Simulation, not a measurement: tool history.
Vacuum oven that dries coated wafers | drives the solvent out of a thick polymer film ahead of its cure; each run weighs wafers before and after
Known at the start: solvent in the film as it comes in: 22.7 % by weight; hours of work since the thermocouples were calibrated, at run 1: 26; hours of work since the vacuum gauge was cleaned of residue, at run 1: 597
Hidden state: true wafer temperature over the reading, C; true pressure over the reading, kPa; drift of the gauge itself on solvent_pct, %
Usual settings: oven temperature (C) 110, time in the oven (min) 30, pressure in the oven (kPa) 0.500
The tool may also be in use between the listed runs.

run     day  oven temperature (C)  time in the oven (min)  pressure in the oven (kPa)  hours of work since the thermocouples were calibrated  hours of work since the vacuum gauge was cleaned of residue  solvent left in the film (%)
  1   0.000                   110                      30                       0.500                                                     26                                                          597                         3.186
  2   0.862                   110                      30                       0.500                                                     41                                                          613                         3.163
  3   1.412                   110                      30                       0.500                                                     51                                                          622                         3.163
  4   2.321                   110                      30                       0.500                                                     67                                                          638                         3.166
  5   2.825                   110                      30                       0.500                                                     75                                                          647                         3.157
  6   3.246                   110                      30                       0.500                                                     83                                                          655                         3.145
  7   4.033                   110                      30                       0.500                                                     97                                                          669                         3.159
  8   4.821                    97                      30                       0.500                                                    111                                                          682                         6.095
  9   5.558                    97                      30                       0.500                                                    124                                                          695                         6.085
 10   6.171                    97                      30                       0.500                                                    134                                                          706                         6.088
 11   6.812                    97                      30                       0.500                                                    146                                                          718                         6.098
 12   7.567                   124                      48                       0.351                                                    159                                                          731                         0.245
 13   8.375                   124                      48                       0.351                                                    173                                                          745                         0.237
 14   9.217                   109                      53                       0.951                                                    188                                                          760                         1.069
 15  10.158                   101                      53                       1.330                                                    205                                                          777                         2.186

Measured less the same run without the tool's hidden state. The same run-to-run variation is in both; the gauge's scatter may not be:
run  solvent left in the film (%)
  1                        +0.080
  2                        +0.078
  3                        +0.077
  4                        +0.076
  5                        +0.075
  6                        +0.074
  7                        +0.072
  8                        +0.095
  9                        +0.093
 10                        +0.092
 11                        +0.090
 12                        +0.034
 13                        +0.035
 14                        +0.060
 15                        +0.080
